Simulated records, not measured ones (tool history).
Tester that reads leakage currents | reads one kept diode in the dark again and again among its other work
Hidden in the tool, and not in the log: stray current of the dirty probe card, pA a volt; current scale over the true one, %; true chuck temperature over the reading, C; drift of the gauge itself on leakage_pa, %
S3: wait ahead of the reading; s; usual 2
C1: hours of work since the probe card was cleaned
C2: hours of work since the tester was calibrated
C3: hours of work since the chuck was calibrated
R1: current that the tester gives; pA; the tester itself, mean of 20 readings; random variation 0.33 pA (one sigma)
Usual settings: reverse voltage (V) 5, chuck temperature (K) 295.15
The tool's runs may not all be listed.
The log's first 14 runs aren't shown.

{"run": 15, "hour": 433.2, "reverse voltage (V)": 5, "chuck temperature (K)": 296.15, "S3": 2, "C1": 929, "C2": 1337, "C3": 786, "R1": 119.95}
{"run": 16, "hour": 453.6, "reverse voltage (V)": 5, "chuck temperature (K)": 296.15, "S3": 2, "C1": 945, "C2": 1353, "C3": 802, "R1": 120.28}
{"run": 17, "hour": 480.2, "reverse voltage (V)": 9.2, "chuck temperature (K)": 296.15, "S3": 2, "C1": 964, "C2": 1372, "C3": 821, "R1": 148.08}
{"run": 18, "hour": 506.8, "reverse voltage (V)": 9.2, "chuck temperature (K)": 305.15, "S3": 2, "C1": 984, "C2": 1392, "C3": 841, "R1": 331.33}
{"run": 19, "hour": 533.0, "reverse voltage (V)": 9.2, "chuck temperature (K)": 305.15, "S3": 2, "C1": 1003, "C2": 1411, "C3": 860, "R1": 331.09}
{"hour": 563.1, "done": "probe card cleaned and baked"}
{"run": 20, "hour": 570.8, "reverse voltage (V)": 16.25, "chuck temperature (K)": 295.15, "S3": 2, "C1": 6, "C2": 1437, "C3": 886, "R1": 155.71}
{"run": 21, "hour": 605.2, "reverse voltage (V)": 5, "chuck temperature (K)": 295.15, "S3": 1.12, "C1": 31, "C2": 1462, "C3": 911, "R1": 107.34}
{"run": 22, "hour": 636.5, "reverse voltage (V)": 9.68, "chuck temperature (K)": 314.15, "S3": 1.6, "C1": 54, "C2": 1486, "C3": 935, "R1": 721.84}
{"run": 23, "hour": 662.9, "reverse voltage (V)": 9.68, "chuck temperature (K)": 314.15, "S3": 1.18, "C1": 74, "C2": 1505, "C3": 954, "R1": 725.39}
{"hour": 668.5, "done": "tester calibrated"}
{"run": 24, "hour": 694.9, "reverse voltage (V)": 9.68, "chuck temperature (K)": 316.15, "S3": 0.79, "C1": 96, "C2": 20, "C3": 976, "R1": 856.11}
{"run": 25, "hour": 721.4, "reverse voltage (V)": 7.23, "chuck temperature (K)": 316.15, "S3": 0.48, "C1": 116, "C2": 39, "C3": 996, "R1": 779.85}
{"run": 26, "hour": 758.5, "reverse voltage (V)": 1.74, "chuck temperature (K)": 307.15, "S3": 3.64, "C1": 143, "C2": 67, "C3": 1023, "R1": 228.14}
{"run": 27, "hour": 796.1, "reverse voltage (V)": 19.39, "chuck temperature (K)": 296.15, "S3": 2, "C1": 171, "C2": 94, "C3": 1051, "R1": 181.43}
{"run": 28, "hour": 826.2, "reverse voltage (V)": 5, "chuck temperature (K)": 302.15, "S3": 7.35, "C1": 193, "C2": 117, "C3": 1074, "R1": 203.66}
{"run": 29, "hour": 850.3, "reverse voltage (V)": 5, "chuck temperature (K)": 302.15, "S3": 7.35, "C1": 211, "C2": 135, "C3": 1091, "R1": 203.22}
{"run": 30, "hour": 873.0, "reverse voltage (V)": 2.43, "chuck temperature (K)": 296.15, "S3": 2, "C1": 228, "C2": 151, "C3": 1108, "R1": 92.26}
{"hour": 882.1, "done": "tester calibrated, once more"}
{"run": 31, "hour": 900.3, "reverse voltage (V)": 2.43, "chuck temperature (K)": 296.15, "S3": 2, "C1": 247, "C2": 13, "C3": 1127, "R1": 93.07}
{"run": 32, "hour": 921.2, "reverse voltage (V)": 2.43, "chuck temperature (K)": 296.15, "S3": 2, "C1": 262, "C2": 29, "C3": 1142, "R1": 92.65}
{"run": 33, "hour": 949.0, "reverse voltage (V)": 18.77, "chuck temperature (K)": 305.15, "S3": 0.85, "C1": 283, "C2": 50, "C3": 1163, "R1": 411.01}
{"run": 34, "hour": 976.9, "reverse voltage (V)": 5, "chuck temperature (K)": 295.15, "S3": 0.73, "C1": 303, "C2": 70, "C3": 1184, "R1": 107.82}
{"run": 35, "hour": 994.5, "reverse voltage (V)": 5, "chuck temperature (K)": 295.15, "S3": 0.73, "C1": 316, "C2": 83, "C3": 1197, "R1": 107.53}

3 ways to go on from here, each from the tool as it stands after run 35. What would each give?
{"run": "A", "hour": 1016.8, "reverse voltage (V)": 4.79, "chuck temperature (K)": 311.15, "S3": 0.35, "C1": 333, "C2": 100, "C3": 1213, "R1": "?"}
{"run": "B", "hour": 1016.8, "reverse voltage (V)": 5.44, "chuck temperature (K)": 297.15, "S3": 3.05, "C1": 333, "C2": 100, "C3": 1213, "R1": "?"}
{"run": "C", "hour": 1016.8, "reverse voltage (V)": 7.42, "chuck temperature (K)": 295.15, "S3": 2, "C1": 333, "C2": 100, "C3": 1213, "R1": "?"}

run=A R1=446.25
run=B R1=132.92
run=C R1=120.51
Without the tool's hidden state the same runs would have given:
run=A R1=459.02
run=B R1=136.17
run=C R1=122.94
